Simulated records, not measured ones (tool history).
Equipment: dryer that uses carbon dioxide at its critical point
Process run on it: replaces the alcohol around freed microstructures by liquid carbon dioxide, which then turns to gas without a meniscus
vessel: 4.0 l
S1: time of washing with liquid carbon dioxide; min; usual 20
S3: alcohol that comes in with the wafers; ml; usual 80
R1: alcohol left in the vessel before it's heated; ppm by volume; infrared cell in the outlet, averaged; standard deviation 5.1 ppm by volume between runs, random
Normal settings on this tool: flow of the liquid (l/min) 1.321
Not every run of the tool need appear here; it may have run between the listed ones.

{"run": 1, "hour": 0.0, "S1": 20, "flow of the liquid (l/min)": 1.321, "S3": 80, "R1": 100}
{"run": 2, "hour": 7.1, "S1": 20, "flow of the liquid (l/min)": 1.321, "S3": 80, "R1": 100}
{"run": 3, "hour": 11.1, "S1": 20, "flow of the liquid (l/min)": 1.321, "S3": 51, "R1": 78}
{"run": 4, "hour": 19.6, "S1": 22, "flow of the liquid (l/min)": 1.321, "S3": 80, "R1": 71}
{"run": 5, "hour": 28.8, "S1": 22, "flow of the liquid (l/min)": 1.321, "S3": 80, "R1": 69}
{"run": 6, "hour": 35.1, "S1": 22, "flow of the liquid (l/min)": 1.321, "S3": 80, "R1": 56}
{"run": 7, "hour": 40.9, "S1": 20, "flow of the liquid (l/min)": 1.321, "S3": 80, "R1": 103}
{"run": 8, "hour": 46.7, "S1": 20, "flow of the liquid (l/min)": 1.321, "S3": 80, "R1": 119}
{"run": 9, "hour": 55.9, "S1": 20, "flow of the liquid (l/min)": 1.321, "S3": 80, "R1": 100}
{"run": 10, "hour": 60.1, "S1": 20, "flow of the liquid (l/min)": 1.321, "S3": 80, "R1": 101}
{"run": 11, "hour": 64.3, "S1": 20, "flow of the liquid (l/min)": 1.321, "S3": 80, "R1": 117}
{"run": 12, "hour": 70.9, "S1": 21, "flow of the liquid (l/min)": 1.72, "S3": 80, "R1": 24}
{"run": 13, "hour": 75.0, "S1": 21, "flow of the liquid (l/min)": 1.72, "S3": 80, "R1": 27}
{"run": 14, "hour": 82.5, "S1": 21, "flow of the liquid (l/min)": 1.72, "S3": 80, "R1": 29}
{"run": 15, "hour": 88.2, "S1": 21, "flow of the liquid (l/min)": 1.72, "S3": 80, "R1": 27}
{"run": 16, "hour": 93.9, "S1": 15, "flow of the liquid (l/min)": 1.28, "S3": 27, "R1": 155}

The next listed run, before its measurement:
{"run": 17, "hour": 102.2, "S1": 15, "flow of the liquid (l/min)": 1.28, "S3": 27, "R1": "?"}

R1: 160 ppm by volume
On a tool with no hidden condition, and with the same random variation, this run would have come out at R1 129 ppm by volume.
